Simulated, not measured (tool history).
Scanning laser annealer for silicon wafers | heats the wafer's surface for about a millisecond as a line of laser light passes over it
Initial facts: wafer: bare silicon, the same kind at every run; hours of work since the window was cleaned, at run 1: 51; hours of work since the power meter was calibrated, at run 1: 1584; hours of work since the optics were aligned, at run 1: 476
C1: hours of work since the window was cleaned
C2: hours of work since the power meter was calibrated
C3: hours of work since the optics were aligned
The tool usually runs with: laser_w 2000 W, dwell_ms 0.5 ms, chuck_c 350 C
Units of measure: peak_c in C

{"run": 1, "hour": 0.0, "laser_w": 2000, "dwell_ms": 0.5, "chuck_c": 350, "C1": 51, "C2": 1584, "C3": 476, "peak_c": 1073}
{"run": 2, "hour": 56.5, "laser_w": 2000, "dwell_ms": 0.5, "chuck_c": 350, "C1": 94, "C2": 1627, "C3": 518, "peak_c": 1063}
{"run": 3, "hour": 110.0, "laser_w": 2000, "dwell_ms": 0.5, "chuck_c": 350, "C1": 134, "C2": 1667, "C3": 559, "peak_c": 1059}
{"run": 4, "hour": 139.0, "laser_w": 2000, "dwell_ms": 0.5, "chuck_c": 350, "C1": 156, "C2": 1690, "C3": 581, "peak_c": 1053}
{"run": 5, "hour": 175.1, "laser_w": 2000, "dwell_ms": 0.5, "chuck_c": 350, "C1": 184, "C2": 1717, "C3": 608, "peak_c": 1052}
{"run": 6, "hour": 220.2, "laser_w": 2000, "dwell_ms": 0.5, "chuck_c": 350, "C1": 218, "C2": 1751, "C3": 643, "peak_c": 1043}
{"run": 7, "hour": 271.0, "laser_w": 2000, "dwell_ms": 0.5, "chuck_c": 350, "C1": 257, "C2": 1790, "C3": 681, "peak_c": 1037}
{"hour": 276.5, "done": "laser's power meter calibrated"}
{"run": 8, "hour": 309.2, "laser_w": 2000, "dwell_ms": 0.5, "chuck_c": 386, "C1": 283, "C2": 25, "C3": 708, "peak_c": 1069}
{"hour": 319.5, "done": "optics aligned, line set to its width"}
{"run": 9, "hour": 349.2, "laser_w": 2000, "dwell_ms": 0.378, "chuck_c": 386, "C1": 310, "C2": 51, "C3": 23, "peak_c": 1003}
{"hour": 366.4, "done": "window over the wafer cleaned"}
{"run": 10, "hour": 395.8, "laser_w": 2000, "dwell_ms": 0.485, "chuck_c": 350, "C1": 22, "C2": 85, "C3": 56, "peak_c": 1075}
{"hour": 406.8, "done": "laser's power meter calibrated, once more"}
{"run": 11, "hour": 438.1, "laser_w": 2000, "dwell_ms": 0.485, "chuck_c": 350, "C1": 52, "C2": 24, "C3": 86, "peak_c": 1079}
{"run": 12, "hour": 474.4, "laser_w": 2000, "dwell_ms": 0.484, "chuck_c": 355, "C1": 80, "C2": 51, "C3": 114, "peak_c": 1081}
{"run": 13, "hour": 517.2, "laser_w": 2000, "dwell_ms": 0.484, "chuck_c": 355, "C1": 112, "C2": 84, "C3": 146, "peak_c": 1075}
{"run": 14, "hour": 570.0, "laser_w": 2000, "dwell_ms": 0.455, "chuck_c": 355, "C1": 152, "C2": 124, "C3": 186, "peak_c": 1044}
{"run": 15, "hour": 613.6, "laser_w": 2000, "dwell_ms": 0.455, "chuck_c": 355, "C1": 185, "C2": 157, "C3": 219, "peak_c": 1042}
{"run": 16, "hour": 669.4, "laser_w": 1884, "dwell_ms": 0.595, "chuck_c": 350, "C1": 227, "C2": 199, "C3": 262, "peak_c": 1062}
{"run": 17, "hour": 719.9, "laser_w": 2000, "dwell_ms": 0.5, "chuck_c": 324, "C1": 266, "C2": 237, "C3": 300, "peak_c": 1021}
{"run": 18, "hour": 757.0, "laser_w": 2000, "dwell_ms": 0.5, "chuck_c": 311, "C1": 294, "C2": 266, "C3": 328, "peak_c": 1008}
{"hour": 794.2, "done": "window over the wafer cleaned"}
{"run": 19, "hour": 806.5, "laser_w": 2174, "dwell_ms": 0.5, "chuck_c": 374, "C1": 9, "C2": 302, "C3": 364, "peak_c": 1176}
{"run": 20, "hour": 836.7, "laser_w": 2174, "dwell_ms": 0.5, "chuck_c": 374, "C1": 32, "C2": 324, "C3": 387, "peak_c": 1170}
{"run": 21, "hour": 883.9, "laser_w": 2196, "dwell_ms": 0.372, "chuck_c": 374, "C1": 68, "C2": 360, "C3": 423, "peak_c": 1077}
{"run": 22, "hour": 911.5, "laser_w": 1916, "dwell_ms": 0.612, "chuck_c": 341, "C1": 89, "C2": 381, "C3": 444, "peak_c": 1091}

3 ways to go on from here, each from the tool as it stands after run 22. What would each give?
{"run": "A", "hour": 966.6, "laser_w": 1983, "dwell_ms": 0.413, "chuck_c": 341, "C1": 131, "C2": 423, "C3": 485, "peak_c": "?"}
{"run": "B", "hour": 966.6, "laser_w": 1962, "dwell_ms": 0.612, "chuck_c": 322, "C1": 131, "C2": 423, "C3": 485, "peak_c": "?"}
{"run": "C", "hour": 966.6, "laser_w": 1981, "dwell_ms": 0.481, "chuck_c": 355, "C1": 131, "C2": 423, "C3": 485, "peak_c": "?"}

run=A peak_c=993
run=B peak_c=1085
run=C peak_c=1050
Without the tool's hidden state the same runs would have given:
run=A peak_c=1026
run=B peak_c=1124
run=C peak_c=1086
